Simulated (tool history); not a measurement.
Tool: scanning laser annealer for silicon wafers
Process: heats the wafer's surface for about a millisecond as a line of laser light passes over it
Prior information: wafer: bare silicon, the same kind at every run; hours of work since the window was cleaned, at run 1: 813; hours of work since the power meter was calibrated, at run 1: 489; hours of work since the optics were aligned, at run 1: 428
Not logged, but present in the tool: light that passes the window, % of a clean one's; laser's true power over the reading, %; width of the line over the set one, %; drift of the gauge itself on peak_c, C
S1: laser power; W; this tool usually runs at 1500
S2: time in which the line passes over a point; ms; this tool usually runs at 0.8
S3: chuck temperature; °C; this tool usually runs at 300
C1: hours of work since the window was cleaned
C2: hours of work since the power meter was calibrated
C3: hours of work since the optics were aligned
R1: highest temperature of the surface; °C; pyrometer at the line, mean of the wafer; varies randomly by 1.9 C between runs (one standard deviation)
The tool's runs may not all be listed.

{"run": 1, "hour": 0.0, "S1": 1500, "S2": 0.8, "S3": 300, "C1": 813, "C2": 489, "C3": 428, "R1": 1065}
{"run": 2, "hour": 19.1, "S1": 1500, "S2": 0.8, "S3": 300, "C1": 827, "C2": 504, "C3": 442, "R1": 1063}
{"run": 3, "hour": 37.4, "S1": 1500, "S2": 0.8, "S3": 295, "C1": 841, "C2": 517, "C3": 456, "R1": 1059}
{"run": 4, "hour": 47.4, "S1": 1500, "S2": 0.8, "S3": 295, "C1": 848, "C2": 525, "C3": 463, "R1": 1058}
{"hour": 51.0, "done": "window over the wafer cleaned"}
{"run": 5, "hour": 63.8, "S1": 1500, "S2": 0.8, "S3": 313, "C1": 10, "C2": 536, "C3": 474, "R1": 1054}
{"run": 6, "hour": 77.8, "S1": 1500, "S2": 0.8, "S3": 310, "C1": 20, "C2": 546, "C3": 485, "R1": 1047}
{"run": 7, "hour": 96.9, "S1": 1500, "S2": 0.8, "S3": 310, "C1": 34, "C2": 561, "C3": 499, "R1": 1049}
{"run": 8, "hour": 109.9, "S1": 1500, "S2": 0.8, "S3": 310, "C1": 44, "C2": 570, "C3": 509, "R1": 1046}

What does the tool deliver on the next run?
{"hour": 119.0, "done": "window over the wafer cleaned, once more"}
{"run": 9, "hour": 124.3, "S1": 1463, "S2": 0.566, "S3": 306, "C1": 4, "C2": 580, "C3": 518, "R1": "?"}

{"run 9": {"R1": 960}}
Had the tool carried no hidden state, the very same run would have given R1 976 °C.

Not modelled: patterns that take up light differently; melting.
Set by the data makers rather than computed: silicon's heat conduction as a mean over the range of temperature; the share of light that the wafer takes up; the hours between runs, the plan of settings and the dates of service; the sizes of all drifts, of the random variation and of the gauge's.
